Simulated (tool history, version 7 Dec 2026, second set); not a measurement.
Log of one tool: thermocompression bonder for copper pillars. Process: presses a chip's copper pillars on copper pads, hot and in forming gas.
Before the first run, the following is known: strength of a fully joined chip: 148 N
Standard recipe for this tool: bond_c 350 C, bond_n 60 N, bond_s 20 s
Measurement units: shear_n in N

run   hour  bond_c  bond_n  bond_s  shear_n
  1    0.0     350      60      20     95.1
  2   42.6     350      60      20     94.1
  3   90.1     367      60      20    105.8
     101.8  -- heater calibrated with a thermocouple chip
  4  137.5     337      60      20     85.3
  5  162.5     337      60      20     85.6
  6  205.4     348      60      20     92.1
  7  242.6     350      60      20     93.2
  8  285.4     350      60      20     93.7
  9  321.8     350      60      20     94.1
 10  360.8     323      60      20     77.5
 11  391.4     323      60      20     76.6
 12  428.5     350      60      43    113.2
 13  466.4     350      60      43    114.0
 14  490.7     372      60      30    117.9
 15  515.3     376      58      28    113.5
 16  554.7     376      58      28    118.4
 17  576.8     364      41      21     74.3
 18  609.9     370      62      40    124.7
     632.3  -- forming gas filter changed
 19  657.4     370      62      40    126.4
 20  704.3     377      85      10    118.7
 21  742.2     377      85      10    120.3
 22  778.6     369      85      10    113.0
 23  815.0     369      85      10    117.2
 24  853.2     369      85      30    135.3
 25  888.9     369      85      30    135.4
 26  934.2     333      53      46     94.7

Alternative continuations, all from the tool just after run 26; predict every row:
  A  965.1     339      52      52        ?
  B  965.1     333      84      46        ?
  C  965.1     374      53      46        ?

run  shear_n
  A    100.1
  B    126.5
  C    119.8
The same runs, with their run-to-run variation unchanged, on a tool lacking any hidden condition would have given:
run  shear_n
  A    100.4
  B    126.8
  C    120.1
